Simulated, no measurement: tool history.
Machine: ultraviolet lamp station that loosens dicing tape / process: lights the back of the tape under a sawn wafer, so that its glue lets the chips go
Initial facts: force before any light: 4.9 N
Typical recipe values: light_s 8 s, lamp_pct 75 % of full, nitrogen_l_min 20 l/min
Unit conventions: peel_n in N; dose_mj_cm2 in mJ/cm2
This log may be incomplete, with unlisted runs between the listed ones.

{"run": 1, "hour": 0.0, "light_s": 8, "lamp_pct": 75, "nitrogen_l_min": 20, "peel_n": 0.895, "dose_mj_cm2": 196}
{"run": 2, "hour": 15.4, "light_s": 8, "lamp_pct": 94, "nitrogen_l_min": 20, "peel_n": 0.634, "dose_mj_cm2": 244}
{"run": 3, "hour": 34.5, "light_s": 8, "lamp_pct": 94, "nitrogen_l_min": 20, "peel_n": 0.634, "dose_mj_cm2": 241}
{"run": 4, "hour": 49.4, "light_s": 8, "lamp_pct": 75, "nitrogen_l_min": 20, "peel_n": 0.936, "dose_mj_cm2": 191}
{"hour": 52.1, "done": "window cleaned of glue's vapour"}
{"run": 5, "hour": 74.7, "light_s": 8, "lamp_pct": 75, "nitrogen_l_min": 20, "peel_n": 0.931, "dose_mj_cm2": 185}
{"run": 6, "hour": 91.3, "light_s": 8, "lamp_pct": 75, "nitrogen_l_min": 20, "peel_n": 0.958, "dose_mj_cm2": 185}
{"run": 7, "hour": 106.9, "light_s": 8, "lamp_pct": 75, "nitrogen_l_min": 20, "peel_n": 0.973, "dose_mj_cm2": 189}
{"run": 8, "hour": 121.3, "light_s": 5, "lamp_pct": 87, "nitrogen_l_min": 20, "peel_n": 1.44, "dose_mj_cm2": 135}
{"run": 9, "hour": 144.4, "light_s": 15, "lamp_pct": 64, "nitrogen_l_min": 22, "peel_n": 0.443, "dose_mj_cm2": 290}
{"hour": 150.7, "done": "window cleaned of glue's vapour, once more"}
{"run": 10, "hour": 163.0, "light_s": 15, "lamp_pct": 64, "nitrogen_l_min": 22, "peel_n": 0.379, "dose_mj_cm2": 315}

Run 11 comes next. What will it give?
{"run": 11, "hour": 192.4, "light_s": 6, "lamp_pct": 61, "nitrogen_l_min": 20, "peel_n": "?", "dose_mj_cm2": "?"}

For run 11 the tool returned peel_n 1.599 N, dose_mj_cm2 122 mJ/cm2.
On a tool with no hidden condition, and with the same random variation, this run would have come out at peel_n 1.438 N, dose_mj_cm2 135 mJ/cm2.

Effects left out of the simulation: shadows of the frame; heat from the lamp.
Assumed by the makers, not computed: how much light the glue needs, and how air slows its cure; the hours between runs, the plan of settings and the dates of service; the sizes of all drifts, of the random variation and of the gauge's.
